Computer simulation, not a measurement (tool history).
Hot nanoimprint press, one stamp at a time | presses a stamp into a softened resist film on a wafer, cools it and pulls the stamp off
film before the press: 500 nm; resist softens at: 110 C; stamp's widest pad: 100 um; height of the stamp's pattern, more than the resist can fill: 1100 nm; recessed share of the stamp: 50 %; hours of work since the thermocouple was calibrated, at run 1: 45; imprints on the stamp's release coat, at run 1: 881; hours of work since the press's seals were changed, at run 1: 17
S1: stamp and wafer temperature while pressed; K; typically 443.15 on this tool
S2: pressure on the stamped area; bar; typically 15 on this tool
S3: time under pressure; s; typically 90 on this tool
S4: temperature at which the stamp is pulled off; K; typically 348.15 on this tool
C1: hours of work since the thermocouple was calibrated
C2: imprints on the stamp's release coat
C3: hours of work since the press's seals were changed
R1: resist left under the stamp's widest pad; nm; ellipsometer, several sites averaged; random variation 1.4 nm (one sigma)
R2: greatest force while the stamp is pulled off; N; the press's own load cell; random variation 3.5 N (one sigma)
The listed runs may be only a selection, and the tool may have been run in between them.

run	day	S1	S2	S3	S4	C1	C2	C3	R1	R2
1	0	443.15	15	90	348.15	45	881	17	276.4	231
2	0.442	443.15	15	90	348.15	53	939	25	276.4	234
3	0.929	443.15	15	90	348.15	61	1002	33	278.2	231
4	1.275	443.15	15	90	348.15	67	1047	39	277.3	233
5	1.85	443.15	15	90	348.15	77	1122	49	275.2	230
6	2.383	443.15	15	90	334.15	86	1192	58	279.6	309
7	2.846	443.15	15	90	334.15	94	1253	66	278.4	310
8	3.275	443.15	15	90	334.15	101	1309	73	279.2	296
# day 3.617: stamp cleaned and given a new release coat
9	4.083	443.15	15	90	348.15	111	61	83	279.4	232
10	4.512	443.15	15	90	354.15	118	117	90	279.1	203
11	4.783	443.15	15	90	354.15	122	152	94	278.5	202
12	5.112	443.15	15	90	340.15	128	196	100	281	277
13	5.567	443.15	15	90	340.15	136	255	108	279.7	269
14	5.825	443.15	15	90	340.15	140	289	112	280.3	277
15	6.212	443.15	15	90	348.15	147	339	119	280.4	222
16	6.5	446.15	15	90	341.15	152	377	124	239	268
17	7.038	454.15	12.9	104	355.15	161	447	133	161.2	198
18	7.6	454.15	12.9	104	355.15	171	521	143	161.3	195
19	7.871	454.15	12.9	54	347.15	175	557	147	210.7	232
20	8.308	439.15	10.4	54	356.15	183	613	155	411.4	190
21	8.629	433.15	14	149	335.15	188	655	160	383.2	302
22	8.883	443.15	9.7	57	348.15	192	689	164	369.4	229
23	9.438	445.15	9.7	57	348.15	202	761	174	346.3	230
24	9.788	443.15	23.8	76	344.15	208	807	180	248.9	251
25	10.071	443.15	23.8	76	344.15	213	844	185	248.5	250
26	10.379	443.15	23.8	76	344.15	218	884	190	249.8	248
27	10.646	447.15	11.9	50	348.15	223	919	195	310.3	231
28	11.129	447.15	11.9	50	348.15	231	983	203	308.5	238
29	11.504	454.15	15.3	56	353.15	237	1031	209	192.4	210

Consider 3 possible next runs. They are alternatives, not a sequence: every one starts from the tool as it was left by run 29. What does each give?
A	11.771	454.15	10.2	56	353.15	242	1066	214	?	?
B	11.771	443.15	15	54	348.15	242	1066	214	?	?
C	11.771	455.15	15.3	56	353.15	242	1066	214	?	?

run	R1	R2
A	231.6	206
B	333.6	234
C	183.5	205
Had the tool no hidden state, the same runs would have come out as:
run	R1	R2
A	226.4	205
B	326	234
C	179.3	204

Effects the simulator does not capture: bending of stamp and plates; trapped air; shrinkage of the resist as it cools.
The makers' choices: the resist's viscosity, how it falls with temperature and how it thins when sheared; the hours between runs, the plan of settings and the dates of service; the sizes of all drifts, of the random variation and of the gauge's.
